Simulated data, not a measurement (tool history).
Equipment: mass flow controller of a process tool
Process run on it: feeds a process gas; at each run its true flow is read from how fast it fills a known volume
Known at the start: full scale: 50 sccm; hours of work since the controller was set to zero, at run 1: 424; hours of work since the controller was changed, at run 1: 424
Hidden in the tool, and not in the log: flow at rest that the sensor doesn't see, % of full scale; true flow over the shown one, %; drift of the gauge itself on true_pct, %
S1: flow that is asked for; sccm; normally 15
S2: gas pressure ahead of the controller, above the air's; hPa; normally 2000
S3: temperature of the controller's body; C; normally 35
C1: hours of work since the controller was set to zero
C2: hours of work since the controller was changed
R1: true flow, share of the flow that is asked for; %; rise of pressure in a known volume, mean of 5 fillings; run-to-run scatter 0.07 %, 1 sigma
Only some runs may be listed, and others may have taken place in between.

| run | hour | S1 | S2 | S3 | C1 | C2 | R1 |
|---|---|---|---|---|---|---|---|
| 1 | 0 | 15 | 2000 | 35 | 424 | 424 | 97.53 |
| 2 | 203.3 | 15 | 2000 | 35 | 522 | 522 | 97.4 |
| 3 | 419.4 | 15 | 2000 | 35 | 625 | 625 | 97.12 |
| 4 | 542.9 | 15 | 2000 | 35 | 684 | 684 | 97.22 |
| 5 | 696.6 | 15 | 2000 | 35 | 757 | 757 | 97.01 |
| 6 | 899.4 | 8 | 2000 | 35 | 854 | 854 | 95.86 |
| 7 | 998.7 | 8 | 2000 | 28 | 902 | 902 | 96.64 |
| 8 | 1168.4 | 8 | 2000 | 28 | 983 | 983 | 96.55 |
| 9 | 1324.2 | 8 | 2000 | 28 | 1057 | 1057 | 96.36 |
| 10 | 1489.6 | 8 | 2000 | 28 | 1136 | 1136 | 96.1 |
| 11 | 1595.8 | 8 | 2000 | 28 | 1187 | 1187 | 95.96 |
| 12 | 1725.4 | 8 | 2000 | 28 | 1249 | 1249 | 95.83 |
| 13 | 1815 | 15 | 2000 | 35 | 1292 | 1292 | 96.43 |
| 14 | 2007.4 | 15 | 2000 | 35 | 1384 | 1384 | 96.26 |
| 15 | 2198.4 | 15 | 2000 | 35 | 1475 | 1475 | 96.16 |
| 16 | 2314.1 | 15 | 2000 | 35 | 1531 | 1531 | 95.97 |
| 17 | 2483.7 | 15 | 2000 | 35 | 1612 | 1612 | 95.98 |
| 18 | 2676.9 | 15 | 2000 | 35 | 1704 | 1704 | 95.89 |
| 19 | 2874.2 | 15 | 2000 | 39 | 1798 | 1798 | 95.28 |
| 20 | 3046.5 | 35 | 2000 | 35 | 1881 | 1881 | 96.99 |
| 21 | 3137.6 | 15 | 2000 | 35 | 1924 | 1924 | 95.57 |
| 22 | 3267.6 | 15 | 2000 | 35 | 1986 | 1986 | 95.61 |
| 23 | 3377.6 | 15 | 2000 | 35 | 2039 | 2039 | 95.49 |
|  | 3391.5 | controller's zero set anew |
| 24 | 3527.5 | 15 | 2000 | 35 | 65 | 2110 | 94.07 |
| 25 | 3652.9 | 15 | 2000 | 35 | 125 | 2170 | 94.22 |
| 26 | 3774.3 | 15 | 2000 | 35 | 183 | 2228 | 94.24 |
| 27 | 3988.5 | 15 | 2000 | 35 | 285 | 2331 | 94.02 |
| 28 | 4204.1 | 15 | 2000 | 35 | 388 | 2434 | 93.9 |
| 29 | 4425.5 | 15 | 2000 | 35 | 494 | 2540 | 93.63 |
| 30 | 4595.5 | 15 | 1910 | 35 | 576 | 2621 | 93.68 |
|  | 4670.4 | controller's zero set anew, once more |
| 31 | 4695.6 | 48 | 2280 | 31 | 12 | 2668 | 98.1 |
| 32 | 4861 | 32 | 2050 | 38 | 91 | 2748 | 97.19 |
| 33 | 4993.2 | 32 | 2050 | 38 | 154 | 2811 | 97.11 |
| 34 | 5151 | 19 | 2480 | 26 | 230 | 2886 | 97.79 |
| 35 | 5293.5 | 19 | 2480 | 26 | 298 | 2954 | 97.78 |
| 36 | 5418.8 | 19 | 2480 | 26 | 358 | 3014 | 97.68 |
| 37 | 5622 | 6 | 2640 | 20 | 455 | 3111 | 96.97 |
| 38 | 5728.1 | 8 | 2650 | 35 | 506 | 3162 | 95.86 |
| 39 | 5906.7 | 15 | 2570 | 33 | 591 | 3247 | 96.56 |
| 40 | 6048.5 | 20 | 2000 | 30 | 659 | 3315 | 97.14 |
| 41 | 6226.7 | 20 | 2000 | 30 | 744 | 3400 | 97.17 |
| 42 | 6341.2 | 31 | 2000 | 25 | 799 | 3455 | 97.92 |
| 43 | 6479.6 | 33 | 1620 | 25 | 865 | 3521 | 98.17 |
| 44 | 6601.4 | 15 | 2260 | 25 | 923 | 3579 | 97.05 |
| 45 | 6732.9 | 15 | 2500 | 36 | 986 | 3642 | 95.66 |
| 46 | 6872.7 | 15 | 2500 | 36 | 1053 | 3709 | 95.66 |
| 47 | 7020.9 | 15 | 2500 | 36 | 1124 | 3780 | 95.55 |
| 48 | 7172.8 | 15 | 2500 | 36 | 1196 | 3852 | 95.53 |
| 49 | 7327.5 | 15 | 1800 | 36 | 1270 | 3926 | 95.63 |

How would selected steps in R1 from run to run divide? Give the signed amount a tool lacking its hidden state would still show from settings, what came in and random variation, and the signed amount left for the hidden state, including any gauge scatter that is not in both of the compared results.
Run 19 -> 20: S1 15 -> 35, S3 39 -> 35. R1 +1.71 %: hidden state +1.01, all else +0.7.
Run 20 -> 21: S1 35 -> 15. R1 -1.42 %: hidden state -1.16, all else -0.26.
Run 23 -> 24: controller's zero set anew. R1 -1.42 %: hidden state -1.12, all else -0.3.
Run 30 -> 31: S1 15 -> 48, S2 1910 -> 2280, S3 35 -> 31, controller's zero set anew, once more. R1 +4.42 %: hidden state +3.64, all else +0.78.
